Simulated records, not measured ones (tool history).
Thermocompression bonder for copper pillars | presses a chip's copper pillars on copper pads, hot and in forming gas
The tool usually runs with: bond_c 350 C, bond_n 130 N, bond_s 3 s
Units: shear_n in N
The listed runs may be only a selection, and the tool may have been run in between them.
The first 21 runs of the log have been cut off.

{"run": 22, "day": 17.933, "bond_c": 379, "bond_n": 130, "bond_s": 2, "shear_n": 68}
{"run": 23, "day": 18.625, "bond_c": 378, "bond_n": 130, "bond_s": 2, "shear_n": 66.9}
{"run": 24, "day": 19.462, "bond_c": 378, "bond_n": 130, "bond_s": 2, "shear_n": 66}
{"run": 25, "day": 20.421, "bond_c": 378, "bond_n": 130, "bond_s": 2, "shear_n": 64.9}
{"run": 26, "day": 21.65, "bond_c": 367, "bond_n": 139, "bond_s": 3, "shear_n": 69.9}
{"run": 27, "day": 22.708, "bond_c": 350, "bond_n": 111, "bond_s": 3, "shear_n": 53.6}
{"run": 28, "day": 23.433, "bond_c": 330, "bond_n": 85, "bond_s": 2, "shear_n": 30.7}
{"run": 29, "day": 24.271, "bond_c": 350, "bond_n": 169, "bond_s": 3, "shear_n": 67}
{"day": 24.6, "done": "forming gas filter changed"}
{"run": 30, "day": 25.396, "bond_c": 325, "bond_n": 106, "bond_s": 2, "shear_n": 37.4}
{"run": 31, "day": 26.604, "bond_c": 325, "bond_n": 106, "bond_s": 2, "shear_n": 36.4}
{"run": 32, "day": 27.267, "bond_c": 342, "bond_n": 103, "bond_s": 3, "shear_n": 49.9}
{"run": 33, "day": 28.471, "bond_c": 342, "bond_n": 103, "bond_s": 3, "shear_n": 49.3}
{"run": 34, "day": 29.283, "bond_c": 324, "bond_n": 155, "bond_s": 5, "shear_n": 64.3}
{"run": 35, "day": 29.954, "bond_c": 334, "bond_n": 130, "bond_s": 3, "shear_n": 52.5}
{"run": 36, "day": 30.796, "bond_c": 361, "bond_n": 131, "bond_s": 3, "shear_n": 64.9}

Run 37 is up next; what results do you expect?
{"run": 37, "day": 31.721, "bond_c": 376, "bond_n": 131, "bond_s": 3, "shear_n": "?"}

{"run 37": {"shear_n": 72.2}}
On a tool with no hidden condition, and with the same random variation, this run would have come out at shear_n 83 N.
